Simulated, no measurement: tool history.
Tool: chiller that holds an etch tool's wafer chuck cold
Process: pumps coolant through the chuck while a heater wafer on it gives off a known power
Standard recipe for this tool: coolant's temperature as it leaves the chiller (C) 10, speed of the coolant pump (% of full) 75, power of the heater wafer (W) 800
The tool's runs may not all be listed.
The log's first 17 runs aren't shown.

| run | day | coolant's temperature as it leaves the chiller (C) | speed of the coolant pump (% of full) | power of the heater wafer (W) | chuck's temperature once it has settled (C) | how much warmer the coolant comes back (C) |
|---|---|---|---|---|---|---|
| 18 | 70.879 | 10 | 73 | 821 | 20.8 | 2.64 |
| 19 | 74.483 | 10 | 73 | 821 | 20.6 | 2.69 |
| 20 | 77.808 | 4 | 83 | 489 | 9.7 | 1.41 |
| 21 | 80.958 | 9 | 73 | 484 | 15.3 | 1.55 |
| 22 | 85.183 | 11 | 75 | 800 | 21.2 | 2.58 |
| 23 | 89.75 | 11 | 75 | 800 | 21.5 | 2.55 |
| 24 | 93.733 | 11 | 75 | 800 | 21.5 | 2.58 |
| 25 | 98.783 | 10 | 60 | 800 | 22.8 | 3.22 |
| 26 | 103.588 | 10 | 61 | 467 | 17.4 | 1.84 |
| 27 | 107.417 | 10 | 61 | 467 | 17.4 | 1.84 |
| 28 | 111.925 | 10 | 82 | 474 | 15.8 | 1.4 |
| 29 | 115.192 | 10 | 82 | 474 | 15.8 | 1.44 |

What does the tool deliver on the next run?
| 30 | 119.704 | 10 | 65 | 858 | ? | ? |

{"run 30": {"chuck's temperature once it has settled (C)": 23, "how much warmer the coolant comes back (C)": 3.22}}
Minus the tool's unlogged condition, the same run would have read chuck's temperature once it has settled (C) 22.1, how much warmer the coolant comes back (C) 3.1.
